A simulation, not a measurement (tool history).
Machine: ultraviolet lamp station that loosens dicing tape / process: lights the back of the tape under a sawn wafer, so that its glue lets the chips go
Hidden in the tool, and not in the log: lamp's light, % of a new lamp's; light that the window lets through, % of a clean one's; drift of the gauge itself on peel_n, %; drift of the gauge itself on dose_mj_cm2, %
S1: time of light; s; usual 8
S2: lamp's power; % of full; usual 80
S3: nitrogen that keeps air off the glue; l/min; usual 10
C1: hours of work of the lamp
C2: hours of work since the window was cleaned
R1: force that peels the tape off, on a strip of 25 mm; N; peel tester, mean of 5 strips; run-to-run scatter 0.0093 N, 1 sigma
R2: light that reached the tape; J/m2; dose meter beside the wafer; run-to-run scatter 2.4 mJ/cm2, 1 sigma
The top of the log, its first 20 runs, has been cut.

| run | hour | S1 | S2 | S3 | C1 | C2 | R1 | R2 |
|---|---|---|---|---|---|---|---|---|
|  | 1439.3 | lamp changed |
| 21 | 1440.7 | 8 | 80 | 20 | 1 | 134 | 0.262 | 2500 |
| 22 | 1494.6 | 8 | 80 | 20 | 36 | 169 | 0.290 | 2470 |
| 23 | 1537.4 | 11 | 85 | 15 | 64 | 197 | 0.192 | 3590 |
| 24 | 1610.8 | 10 | 74 | 15 | 112 | 245 | 0.261 | 2780 |
| 25 | 1690.0 | 10 | 74 | 15 | 164 | 297 | 0.265 | 2760 |
| 26 | 1760.0 | 5 | 74 | 13 | 210 | 343 | 1.517 | 1350 |
| 27 | 1840.4 | 6 | 97 | 10 | 263 | 395 | 0.728 | 2040 |
|  | 1893.3 | window cleaned of glue's vapour |
| 28 | 1940.0 | 6 | 97 | 10 | 328 | 31 | 0.623 | 2160 |
| 29 | 2043.9 | 15 | 80 | 18 | 396 | 99 | 0.174 | 4310 |
| 30 | 2112.7 | 12 | 62 | 6 | 441 | 144 | 0.618 | 2630 |
| 31 | 2213.2 | 10 | 68 | 4 | 506 | 209 | 1.169 | 2340 |
| 32 | 2257.8 | 6 | 87 | 10 | 536 | 239 | 0.991 | 1790 |
| 33 | 2342.5 | 11 | 80 | 6 | 591 | 294 | 0.509 | 2850 |
| 34 | 2432.8 | 5 | 91 | 6 | 650 | 353 | 2.073 | 1430 |

Alternative continuations, all from the tool just after run 34; predict every row:
| A | 2496.2 | 13 | 80 | 6 | 692 | 395 | ? | ? |
| B | 2496.2 | 14 | 80 | 6 | 692 | 395 | ? | ? |
| C | 2496.2 | 5 | 93 | 6 | 692 | 395 | ? | ? |
| D | 2496.2 | 14 | 91 | 6 | 692 | 395 | ? | ? |
| E | 2496.2 | 10 | 74 | 12 | 692 | 395 | ? | ? |

| run | R1 | R2 |
|---|---|---|
| A | 0.388 | 3220 |
| B | 0.319 | 3490 |
| C | 2.141 | 1460 |
| D | 0.252 | 3950 |
| E | 0.459 | 2290 |
With the hidden condition removed and each run's random variation left untouched, the same runs would have given:
| run | R1 | R2 |
|---|---|---|
| A | 0.224 | 4270 |
| B | 0.192 | 4630 |
| C | 1.287 | 1930 |
| D | 0.178 | 5250 |
| E | 0.250 | 3040 |

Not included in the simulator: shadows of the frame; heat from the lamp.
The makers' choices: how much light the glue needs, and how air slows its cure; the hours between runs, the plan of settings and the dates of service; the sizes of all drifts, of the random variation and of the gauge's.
